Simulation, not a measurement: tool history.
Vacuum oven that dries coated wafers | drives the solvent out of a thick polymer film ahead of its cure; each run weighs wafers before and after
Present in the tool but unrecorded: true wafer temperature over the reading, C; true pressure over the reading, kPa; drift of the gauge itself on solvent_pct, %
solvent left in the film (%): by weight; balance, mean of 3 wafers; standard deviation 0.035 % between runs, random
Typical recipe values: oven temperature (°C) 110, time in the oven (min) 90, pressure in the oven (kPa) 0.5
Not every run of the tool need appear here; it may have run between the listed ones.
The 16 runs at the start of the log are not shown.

run   hour  oven temperature (°C)  time in the oven (min)  pressure in the oven (kPa)  hours of work since the thermocouples were calibrated  hours of work since the vacuum gauge was cleaned of residue  solvent left in the film (%)
 17  209.3                    110                      90                       1.004                                                    842                                                          633                          5.03
 18  222.5                    110                      52                         0.5                                                    851                                                          641                          8.07
 19  235.4                    110                      52                       0.397                                                    859                                                          649                          8.02
 20  249.2                    110                      52                       0.397                                                    868                                                          658                          8.06
 21  269.5                    118                      90                         0.5                                                    881                                                          671                          2.74
 22  278.1                    118                      90                         0.5                                                    887                                                          677                          2.81
 23  292.6                    110                      90                       1.229                                                    896                                                          687                          5.21
 24  313.8                    123                      96                       1.197                                                    910                                                          700                          1.76
 25  324.3                    123                      96                       1.197                                                    917                                                          707                          1.81
 26  339.3                     99                     101                       0.309                                                    926                                                          717                          7.47
 27  350.7                     99                     101                       0.309                                                    934                                                          724                          7.43
 28  362.3                     99                     100                       1.276                                                    941                                                          732                           7.9
 29  380.3                     99                     100                       1.276                                                    953                                                          743                          7.92
 30    389                     97                      51                       0.577                                                    958                                                          749                         11.52

What will run 31 give?
 31  399.2                    110                      48                         0.5                                                    965                                                          756                             ?

solvent left in the film (%): 8.54
Were there no unlogged condition in the tool, this run, its random variation unchanged, would have produced solvent left in the film (%) 8.17.
